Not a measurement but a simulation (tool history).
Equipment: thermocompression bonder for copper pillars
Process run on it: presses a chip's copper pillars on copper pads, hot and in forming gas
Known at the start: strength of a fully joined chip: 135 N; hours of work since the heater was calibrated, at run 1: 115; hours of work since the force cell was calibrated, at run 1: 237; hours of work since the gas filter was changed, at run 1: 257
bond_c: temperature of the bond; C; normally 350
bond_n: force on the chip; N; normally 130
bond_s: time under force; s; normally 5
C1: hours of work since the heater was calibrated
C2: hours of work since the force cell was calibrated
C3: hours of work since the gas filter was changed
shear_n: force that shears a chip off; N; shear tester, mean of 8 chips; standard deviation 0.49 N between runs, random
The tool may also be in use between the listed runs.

{"run": 1, "day": 0.0, "bond_c": 350, "bond_n": 130, "bond_s": 5, "C1": 115, "C2": 237, "C3": 257, "shear_n": 74.1}
{"run": 2, "day": 0.971, "bond_c": 350, "bond_n": 130, "bond_s": 5, "C1": 129, "C2": 251, "C3": 272, "shear_n": 75.0}
{"day": 1.425, "done": "forming gas filter changed"}
{"run": 3, "day": 1.7, "bond_c": 350, "bond_n": 130, "bond_s": 5, "C1": 140, "C2": 262, "C3": 4, "shear_n": 75.3}
{"run": 4, "day": 2.442, "bond_c": 350, "bond_n": 130, "bond_s": 5, "C1": 152, "C2": 273, "C3": 16, "shear_n": 75.3}
{"run": 5, "day": 3.238, "bond_c": 350, "bond_n": 130, "bond_s": 5, "C1": 164, "C2": 286, "C3": 28, "shear_n": 74.6}
{"run": 6, "day": 3.946, "bond_c": 350, "bond_n": 130, "bond_s": 5, "C1": 174, "C2": 296, "C3": 38, "shear_n": 75.7}
{"run": 7, "day": 4.862, "bond_c": 350, "bond_n": 175, "bond_s": 5, "C1": 188, "C2": 310, "C3": 52, "shear_n": 94.9}
{"run": 8, "day": 5.854, "bond_c": 350, "bond_n": 175, "bond_s": 5, "C1": 204, "C2": 325, "C3": 68, "shear_n": 93.6}
{"run": 9, "day": 6.321, "bond_c": 350, "bond_n": 130, "bond_s": 5, "C1": 211, "C2": 333, "C3": 75, "shear_n": 74.8}
{"run": 10, "day": 7.175, "bond_c": 350, "bond_n": 130, "bond_s": 5, "C1": 224, "C2": 346, "C3": 88, "shear_n": 75.4}
{"run": 11, "day": 7.604, "bond_c": 350, "bond_n": 145, "bond_s": 5, "C1": 230, "C2": 352, "C3": 94, "shear_n": 82.0}
{"run": 12, "day": 8.342, "bond_c": 366, "bond_n": 145, "bond_s": 9, "C1": 241, "C2": 363, "C3": 105, "shear_n": 104.3}
{"run": 13, "day": 9.188, "bond_c": 342, "bond_n": 112, "bond_s": 9, "C1": 254, "C2": 376, "C3": 118, "shear_n": 73.8}
{"run": 14, "day": 9.696, "bond_c": 334, "bond_n": 88, "bond_s": 6, "C1": 262, "C2": 384, "C3": 126, "shear_n": 47.0}
{"run": 15, "day": 10.567, "bond_c": 334, "bond_n": 88, "bond_s": 6, "C1": 275, "C2": 397, "C3": 139, "shear_n": 47.5}
{"run": 16, "day": 11.329, "bond_c": 334, "bond_n": 88, "bond_s": 6, "C1": 287, "C2": 409, "C3": 151, "shear_n": 47.4}
{"run": 17, "day": 12.129, "bond_c": 322, "bond_n": 130, "bond_s": 6, "C1": 299, "C2": 421, "C3": 163, "shear_n": 64.2}

What if the next run were any one of these 4? Each begins from the tool's condition after run 17:
{"run": "A", "day": 12.612, "bond_c": 342, "bond_n": 179, "bond_s": 5, "C1": 307, "C2": 428, "C3": 171, "shear_n": "?"}
{"run": "B", "day": 12.612, "bond_c": 333, "bond_n": 84, "bond_s": 6, "C1": 307, "C2": 428, "C3": 171, "shear_n": "?"}
{"run": "C", "day": 12.612, "bond_c": 369, "bond_n": 189, "bond_s": 4, "C1": 307, "C2": 428, "C3": 171, "shear_n": "?"}
{"run": "D", "day": 12.612, "bond_c": 350, "bond_n": 130, "bond_s": 3, "C1": 307, "C2": 428, "C3": 171, "shear_n": "?"}

run=A shear_n=92.1
run=B shear_n=44.4
run=C shear_n=102.7
run=D shear_n=62.0
Without the tool's unlogged condition, the same runs would have read:
run=A shear_n=92.4
run=B shear_n=44.5
run=C shear_n=103.0
run=D shear_n=62.2
